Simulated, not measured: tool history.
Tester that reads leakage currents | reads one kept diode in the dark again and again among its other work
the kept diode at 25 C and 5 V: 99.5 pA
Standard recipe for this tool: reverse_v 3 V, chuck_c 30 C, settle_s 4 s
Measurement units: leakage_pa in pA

Run 1, hour 0: usual settings. Result: leakage_pa 130.71 pA.
Run 2, hour 41.6: usual settings. Result: leakage_pa 129.98 pA.
Run 3, hour 77: usual settings but settle_s 1.14 s. Result: leakage_pa 130.98 pA.
Run 4, hour 134.5: usual settings but chuck_c 31 C. Result: leakage_pa 142.78 pA.
Run 5, hour 167.8: usual settings but chuck_c 31 C. Result: leakage_pa 142.16 pA.
Run 6, hour 204.9: usual settings but chuck_c 31 C. Result: leakage_pa 143.5 pA.
Run 7, hour 249.2: usual settings but chuck_c 31 C. Result: leakage_pa 142.17 pA.
Run 8, hour 284.9: usual settings but chuck_c 31 C. Result: leakage_pa 142.73 pA.
Run 9, hour 326.1: usual settings but reverse_v 11.38 V, chuck_c 31 C. Result: leakage_pa 244.16 pA.
Run 10, hour 363.3: usual settings but settle_s 2.61 s. Result: leakage_pa 129.97 pA.
Run 11, hour 403.2: usual settings but chuck_c 53 C. Result: leakage_pa 944.06 pA.
Run 12, hour 440.2: usual settings but chuck_c 53 C. Result: leakage_pa 940.56 pA.
Run 13, hour 472.7: usual settings but reverse_v 2.1 V. Result: leakage_pa 112.5 pA.
Run 14, hour 520.7: usual settings but reverse_v 2.1 V, chuck_c 50 C, settle_s 2.05 s. Result: leakage_pa 640.65 pA.
Run 15, hour 550.2: usual settings but settle_s 8.6 s. Result: leakage_pa 130.29 pA.
Run 16, hour 605.7: usual settings but reverse_v 1.01 V, chuck_c 27 C, settle_s 3.95 s. Result: leakage_pa 63.7 pA.
Run 17, hour 628.8: usual settings but reverse_v 1.01 V, chuck_c 27 C, settle_s 0.68 s. Result: leakage_pa 63.47 pA.
Run 18, hour 678.1: usual settings but reverse_v 13.41 V, chuck_c 28 C, settle_s 0.72 s. Result: leakage_pa 198.93 pA.
Run 19, hour 708.4: usual settings but reverse_v 18.94 V, chuck_c 22 C, settle_s 0.37 s. Result: leakage_pa 133.68 pA.
Run 20, hour 752.8: usual settings but reverse_v 6 V, chuck_c 52 C, settle_s 1.86 s. Result: leakage_pa 1140.49 pA.
Run 21, hour 804.7: usual settings but reverse_v 6 V, chuck_c 52 C, settle_s 1.86 s. Result: leakage_pa 1142.12 pA.
Run 22, hour 847.6: usual settings but reverse_v 4.27 V, chuck_c 52 C, settle_s 6.06 s. Result: leakage_pa 1008.61 pA.
Run 23, hour 904.4: usual settings but reverse_v 2.06 V, chuck_c 52 C, settle_s 1.6 s. Result: leakage_pa 749.47 pA.

Withheld: 2 entries from between the runs. Position of each, and hidden state at the listed run before versus the listed run after:
Between runs 14 and 15: probe card cleaned and baked (hour 531.7)
  stray current of the dirty probe card, pA a volt: 0.047 -> 0.02
  what was measured, less what the result would be without the hidden state, leakage_pa: +0.93 -> +0.21 pA
Between runs 15 and 16: chuck's temperature calibrated (hour 587.9)
  stray current of the dirty probe card, pA a volt: 0.02 -> 0.021; true chuck temperature over the reading, C: 0.02 -> 0
  what was measured, less what the result would be without the hidden state, leakage_pa: +0.21 -> +0.01 pA

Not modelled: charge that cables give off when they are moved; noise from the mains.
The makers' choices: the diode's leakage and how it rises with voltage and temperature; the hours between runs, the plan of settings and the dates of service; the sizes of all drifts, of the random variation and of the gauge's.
